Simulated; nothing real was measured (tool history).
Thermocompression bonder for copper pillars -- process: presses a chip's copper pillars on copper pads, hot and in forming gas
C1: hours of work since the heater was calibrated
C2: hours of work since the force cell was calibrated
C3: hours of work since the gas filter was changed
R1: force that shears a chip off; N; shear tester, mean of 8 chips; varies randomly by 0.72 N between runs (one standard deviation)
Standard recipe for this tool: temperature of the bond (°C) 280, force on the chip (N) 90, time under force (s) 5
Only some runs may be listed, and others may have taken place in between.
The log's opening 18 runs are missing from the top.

run 19 hour=629.5 | temperature_of_the_bond_(°C)=259 force_on_the_chip_(N)=130 time_under_force_(s)=6 | C1=724 C2=622 C3=149 | R1=62.2
run 20 hour=665.5 | temperature_of_the_bond_(°C)=259 force_on_the_chip_(N)=130 time_under_force_(s)=6 | C1=741 C2=639 C3=166 | R1=62.5
run 21 hour=698.1 | temperature_of_the_bond_(°C)=259 force_on_the_chip_(N)=97 time_under_force_(s)=6 | C1=757 C2=654 C3=181 | R1=45.9
run 22 hour=736.9 | temperature_of_the_bond_(°C)=280 force_on_the_chip_(N)=85 time_under_force_(s)=5 | C1=775 C2=673 C3=200 | R1=51.2
run 23 hour=775.6 | temperature_of_the_bond_(°C)=301 force_on_the_chip_(N)=102 time_under_force_(s)=5 | C1=794 C2=691 C3=218 | R1=80.2
run 24 hour=821.5 | temperature_of_the_bond_(°C)=270 force_on_the_chip_(N)=56 time_under_force_(s)=12 | C1=815 C2=713 C3=240 | R1=38.8
run 25 hour=869.4 | temperature_of_the_bond_(°C)=270 force_on_the_chip_(N)=56 time_under_force_(s)=12 | C1=838 C2=735 C3=263 | R1=39.1
run 26 hour=904.1 | temperature_of_the_bond_(°C)=270 force_on_the_chip_(N)=56 time_under_force_(s)=12 | C1=854 C2=752 C3=279 | R1=39.1

Run 27 is up next; what results do you expect?
-- hour=925.4 forming gas filter changed
run 27 hour=953.0 | temperature_of_the_bond_(°C)=273 force_on_the_chip_(N)=90 time_under_force_(s)=4 | C1=877 C2=775 C3=13 | R1=?

{"run 27": {"R1": 50.6}}
Minus the tool's unlogged condition, the same run would have read R1 42.4 N.
